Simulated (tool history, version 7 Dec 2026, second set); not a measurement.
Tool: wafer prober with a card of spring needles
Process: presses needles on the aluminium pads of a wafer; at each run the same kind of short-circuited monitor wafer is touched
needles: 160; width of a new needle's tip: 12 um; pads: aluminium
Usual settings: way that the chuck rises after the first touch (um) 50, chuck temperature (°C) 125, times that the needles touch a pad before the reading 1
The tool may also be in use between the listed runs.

run	hour	way that the chuck rises after the first touch (um)	chuck temperature (°C)	times that the needles touch a pad before the reading	resistance of one needle with its contact and lead (mohm)	way that a needle slides on the pad (um)
1	0	50	125	1	263	6.86
# hour 3.5: tips cleaned on abrasive film
# hour 8.2: tips cleaned on abrasive film
# hour 13.6: tips cleaned on abrasive film
2	13.9	50	125	1	254	6.76
# hour 18.3: tips cleaned on abrasive film
# hour 23.6: tips cleaned on abrasive film
# hour 29.3: tips cleaned on abrasive film
3	29.5	50	125	1	242	6.66
# hour 34.7: tips cleaned on abrasive film
4	38.9	50	125	1	345	6.64
# hour 40.1: tips cleaned on abrasive film
# hour 45.9: tips cleaned on abrasive film
# hour 51.7: tips cleaned on abrasive film
# hour 56.7: tips cleaned on abrasive film
5	58.2	68	125	1	256	9.08
# hour 61.5: tips cleaned on abrasive film
# hour 67.1: tips cleaned on abrasive film
6	69.1	68	125	1	256	9.14
# hour 72.5: tips cleaned on abrasive film
# hour 78.1: tips cleaned on abrasive film
7	78.1	68	125	1	230	9.09
# hour 83.8: tips cleaned on abrasive film
# hour 89.6: tips cleaned on abrasive film
8	93	68	125	1	278	9.02
# hour 94.2: tips cleaned on abrasive film, once more
# hour 99.9: tips cleaned on abrasive film
# hour 105.6: tips cleaned on abrasive film
9	109.2	68	125	1	285	8.96
# hour 110.5: tips cleaned on abrasive film
# hour 110.8: height of the first contact set anew
# hour 116.5: tips cleaned on abrasive film
# hour 122.1: tips cleaned on abrasive film
10	122.9	68	125	1	243	9.39
# hour 127.3: tips cleaned on abrasive film
# hour 132.9: tips cleaned on abrasive film
11	134.7	50	125	1	288	6.86
# hour 137.9: tips cleaned on abrasive film
# hour 142.5: tips cleaned on abrasive film
12	143.9	35	93	2	296	4.78
# hour 147.4: tips cleaned on abrasive film
# hour 152.9: tips cleaned on abrasive film
13	156.5	52	42	1	309	7.1
# hour 157.8: tips cleaned on abrasive film
# hour 163.5: tips cleaned on abrasive film
# hour 169: tips cleaned on abrasive film
14	172.3	61	53	2	252	8.3
# hour 174.6: tips cleaned on abrasive film
# hour 180: tips cleaned on abrasive film
# hour 185.6: tips cleaned on abrasive film
15	189	53	27	1	330	7.15
# hour 191.4: tips cleaned on abrasive film
# hour 197: tips cleaned on abrasive film
# hour 202.8: tips cleaned on abrasive film
16	205.8	55	31	1	301	7.4
# hour 208.2: tips cleaned on abrasive film
# hour 213.7: tips cleaned on abrasive film
# hour 219.2: tips cleaned on abrasive film
17	221.4	55	31	1	286	7.33
# hour 224.9: tips cleaned on abrasive film
# hour 230.5: tips cleaned on abrasive film
18	230.5	30	120	2	284	3.8
# hour 236.2: tips cleaned on abrasive film
# hour 242: tips cleaned on abrasive film
# hour 247.3: tips cleaned on abrasive film
19	249.3	33	33	2	381	4.19
# hour 252.8: tips cleaned on abrasive film
# hour 257.4: tips cleaned on abrasive film
# hour 263.2: tips cleaned on abrasive film
# hour 268.7: tips cleaned on abrasive film
20	271.1	33	33	2	398	4.13
# hour 273.4: tips cleaned on abrasive film
# hour 276: height of the first contact set anew
# hour 279.5: tips cleaned on abrasive film
# hour 285.3: tips cleaned on abrasive film
21	289.6	36	33	2	408	5
# hour 290.9: tips cleaned on abrasive film
# hour 296.5: tips cleaned on abrasive film
# hour 301.8: tips cleaned on abrasive film
22	303	51	113	3	253	7.04

Forecast each of these 4 alternatives for the next run:
# hour 306.5: tips cleaned on abrasive film
# hour 311.1: tips cleaned on abrasive film
# hour 316.5: tips cleaned on abrasive film
# hour 321.2: tips cleaned on abrasive film
A	323.5	35	113	3	?	?
# hour 306.5: tips cleaned on abrasive film
# hour 311.1: tips cleaned on abrasive film
# hour 316.5: tips cleaned on abrasive film
# hour 321.2: tips cleaned on abrasive film
B	323.5	60	53	1	?	?
# hour 306.5: tips cleaned on abrasive film
# hour 311.1: tips cleaned on abrasive film
# hour 316.5: tips cleaned on abrasive film
# hour 321.2: tips cleaned on abrasive film
C	323.5	51	104	3	?	?
# hour 306.5: tips cleaned on abrasive film
# hour 311.1: tips cleaned on abrasive film
# hour 316.5: tips cleaned on abrasive film
# hour 321.2: tips cleaned on abrasive film
D	323.5	35	77	3	?	?

run	resistance of one needle with its contact and lead (mohm)	way that a needle slides on the pad (um)
A	310	4.76
B	282	8.22
C	261	6.93
D	302	4.76
Without the tool's hidden state the same runs would have given:
run	resistance of one needle with its contact and lead (mohm)	way that a needle slides on the pad (um)
A	225	4.89
B	199	8.35
C	217	7.06
D	215	4.89
